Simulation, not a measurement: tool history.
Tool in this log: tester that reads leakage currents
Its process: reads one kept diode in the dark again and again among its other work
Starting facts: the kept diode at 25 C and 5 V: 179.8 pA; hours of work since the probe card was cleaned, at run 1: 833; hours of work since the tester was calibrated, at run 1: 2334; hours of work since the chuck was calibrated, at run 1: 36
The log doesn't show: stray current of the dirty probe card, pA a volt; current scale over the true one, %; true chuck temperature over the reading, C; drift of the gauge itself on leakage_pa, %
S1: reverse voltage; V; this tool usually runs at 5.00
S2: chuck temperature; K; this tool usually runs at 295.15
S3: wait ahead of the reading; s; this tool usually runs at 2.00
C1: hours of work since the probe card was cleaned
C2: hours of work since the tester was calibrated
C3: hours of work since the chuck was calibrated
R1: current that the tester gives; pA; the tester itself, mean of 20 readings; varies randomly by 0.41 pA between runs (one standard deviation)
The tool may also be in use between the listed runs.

{"run": 1, "hour": 0.0, "S1": 5.0, "S2": 295.15, "S3": 2.0, "C1": 833, "C2": 2334, "C3": 36, "R1": 138.47}
{"run": 2, "hour": 86.5, "S1": 5.0, "S2": 295.15, "S3": 0.44, "C1": 899, "C2": 2401, "C3": 102, "R1": 141.99}
{"run": 3, "hour": 156.4, "S1": 2.8, "S2": 295.15, "S3": 2.0, "C1": 952, "C2": 2454, "C3": 155, "R1": 114.18}
{"run": 4, "hour": 228.5, "S1": 5.0, "S2": 295.15, "S3": 2.0, "C1": 1008, "C2": 2510, "C3": 211, "R1": 141.34}
{"run": 5, "hour": 307.8, "S1": 5.0, "S2": 295.15, "S3": 5.55, "C1": 1069, "C2": 2570, "C3": 271, "R1": 142.4}
{"run": 6, "hour": 375.9, "S1": 5.0, "S2": 295.15, "S3": 5.55, "C1": 1121, "C2": 2623, "C3": 324, "R1": 141.7}
{"run": 7, "hour": 413.6, "S1": 5.0, "S2": 295.15, "S3": 5.55, "C1": 1150, "C2": 2651, "C3": 353, "R1": 143.25}
{"run": 8, "hour": 461.6, "S1": 5.0, "S2": 295.15, "S3": 2.0, "C1": 1186, "C2": 2688, "C3": 389, "R1": 143.79}
{"run": 9, "hour": 546.2, "S1": 5.0, "S2": 295.15, "S3": 2.0, "C1": 1251, "C2": 2753, "C3": 454, "R1": 144.77}
{"run": 10, "hour": 609.2, "S1": 5.0, "S2": 295.15, "S3": 2.0, "C1": 1299, "C2": 2801, "C3": 502, "R1": 145.81}
{"run": 11, "hour": 658.0, "S1": 5.0, "S2": 295.15, "S3": 2.0, "C1": 1337, "C2": 2839, "C3": 540, "R1": 145.8}
{"run": 12, "hour": 742.1, "S1": 5.0, "S2": 295.15, "S3": 2.0, "C1": 1401, "C2": 2903, "C3": 604, "R1": 146.52}
{"run": 13, "hour": 816.4, "S1": 5.0, "S2": 295.15, "S3": 7.54, "C1": 1458, "C2": 2960, "C3": 661, "R1": 147.59}
{"run": 14, "hour": 869.9, "S1": 5.0, "S2": 295.15, "S3": 2.0, "C1": 1499, "C2": 3001, "C3": 702, "R1": 148.58}
{"run": 15, "hour": 925.9, "S1": 5.0, "S2": 295.15, "S3": 2.0, "C1": 1542, "C2": 3044, "C3": 745, "R1": 148.84}
{"run": 16, "hour": 987.1, "S1": 5.0, "S2": 295.15, "S3": 2.0, "C1": 1589, "C2": 3091, "C3": 792, "R1": 149.54}
{"run": 17, "hour": 1046.6, "S1": 5.0, "S2": 295.15, "S3": 2.0, "C1": 1635, "C2": 3137, "C3": 838, "R1": 149.62}
{"run": 18, "hour": 1092.3, "S1": 5.0, "S2": 295.15, "S3": 2.0, "C1": 1670, "C2": 3172, "C3": 873, "R1": 151.62}
{"run": 19, "hour": 1174.8, "S1": 5.0, "S2": 295.15, "S3": 2.0, "C1": 1733, "C2": 3235, "C3": 936, "R1": 151.17}
{"run": 20, "hour": 1258.7, "S1": 11.45, "S2": 295.15, "S3": 2.0, "C1": 1797, "C2": 3299, "C3": 1000, "R1": 208.5}
{"run": 21, "hour": 1296.1, "S1": 6.63, "S2": 297.15, "S3": 3.23, "C1": 1826, "C2": 3328, "C3": 1029, "R1": 202.0}
{"hour": 1335.6, "done": "probe card cleaned and baked"}
{"run": 22, "hour": 1351.4, "S1": 6.63, "S2": 297.15, "S3": 3.23, "C1": 12, "C2": 3368, "C3": 1069, "R1": 195.84}
{"run": 23, "hour": 1387.3, "S1": 5.98, "S2": 319.15, "S3": 0.36, "C1": 40, "C2": 3395, "C3": 1097, "R1": 1270.53}
{"run": 24, "hour": 1458.4, "S1": 2.12, "S2": 299.15, "S3": 2.0, "C1": 94, "C2": 3450, "C3": 1151, "R1": 158.77}
{"run": 25, "hour": 1535.4, "S1": 5.0, "S2": 317.15, "S3": 2.0, "C1": 153, "C2": 3509, "C3": 1210, "R1": 1015.0}
{"run": 26, "hour": 1580.2, "S1": 5.0, "S2": 329.15, "S3": 0.85, "C1": 188, "C2": 3543, "C3": 1244, "R1": 2594.01}
{"run": 27, "hour": 1628.1, "S1": 5.6, "S2": 307.15, "S3": 9.89, "C1": 224, "C2": 3580, "C3": 1281, "R1": 460.18}
{"run": 28, "hour": 1666.5, "S1": 18.35, "S2": 302.15, "S3": 2.0, "C1": 254, "C2": 3609, "C3": 1311, "R1": 451.95}
{"run": 29, "hour": 1729.1, "S1": 1.96, "S2": 301.15, "S3": 0.76, "C1": 302, "C2": 3657, "C3": 1359, "R1": 190.09}
{"run": 30, "hour": 1789.9, "S1": 1.96, "S2": 301.15, "S3": 0.76, "C1": 348, "C2": 3704, "C3": 1405, "R1": 189.93}
{"run": 31, "hour": 1841.7, "S1": 1.96, "S2": 301.15, "S3": 0.76, "C1": 388, "C2": 3744, "C3": 1445, "R1": 190.2}
{"run": 32, "hour": 1904.9, "S1": 17.21, "S2": 301.15, "S3": 0.76, "C1": 436, "C2": 3792, "C3": 1493, "R1": 414.51}
{"run": 33, "hour": 1950.2, "S1": 7.54, "S2": 315.15, "S3": 6.83, "C1": 471, "C2": 3827, "C3": 1528, "R1": 1011.89}
{"run": 34, "hour": 1993.3, "S1": 7.54, "S2": 315.15, "S3": 6.83, "C1": 504, "C2": 3860, "C3": 1561, "R1": 1018.8}
{"run": 35, "hour": 2055.4, "S1": 1.77, "S2": 295.15, "S3": 2.0, "C1": 552, "C2": 3908, "C3": 1609, "R1": 107.85}
{"run": 36, "hour": 2127.1, "S1": 3.2, "S2": 295.15, "S3": 0.83, "C1": 607, "C2": 3962, "C3": 1664, "R1": 133.57}
{"run": 37, "hour": 2166.7, "S1": 5.0, "S2": 293.15, "S3": 2.78, "C1": 637, "C2": 3993, "C3": 1694, "R1": 129.89}
{"run": 38, "hour": 2248.7, "S1": 2.03, "S2": 295.15, "S3": 2.0, "C1": 700, "C2": 4056, "C3": 1757, "R1": 114.9}
{"hour": 2267.1, "done": "tester calibrated"}
{"run": 39, "hour": 2328.3, "S1": 2.03, "S2": 295.15, "S3": 2.0, "C1": 759, "C2": 47, "C3": 1816, "R1": 117.97}

For each run, the measured value with the value that run would have given without the tool's hidden condition subtracted. The run-to-run variation is shared by both, the gauge scatter possibly not:
run=1 R1=+2.08
run=2 R1=+3.02
run=3 R1=+2.38
run=4 R1=+4.69
run=5 R1=+5.52
run=6 R1=+6.17
run=7 R1=+6.60
run=8 R1=+7.10
run=9 R1=+8.08
run=10 R1=+8.78
run=11 R1=+9.31
run=12 R1=+10.19
run=13 R1=+11.05
run=14 R1=+11.62
run=15 R1=+12.15
run=16 R1=+12.88
run=17 R1=+13.47
run=18 R1=+14.11
run=19 R1=+14.91
run=20 R1=+26.44
run=21 R1=+21.32
run=22 R1=+14.44
run=23 R1=+80.73
run=24 R1=+12.64
run=25 R1=+73.66
run=26 R1=+176.07
run=27 R1=+38.74
run=28 R1=+42.10
run=29 R1=+17.69
run=30 R1=+18.25
run=31 R1=+18.90
run=32 R1=+45.14
run=33 R1=+95.63
run=34 R1=+98.75
run=35 R1=+12.75
run=36 R1=+16.58
run=37 R1=+17.40
run=38 R1=+14.99
run=39 R1=+18.31
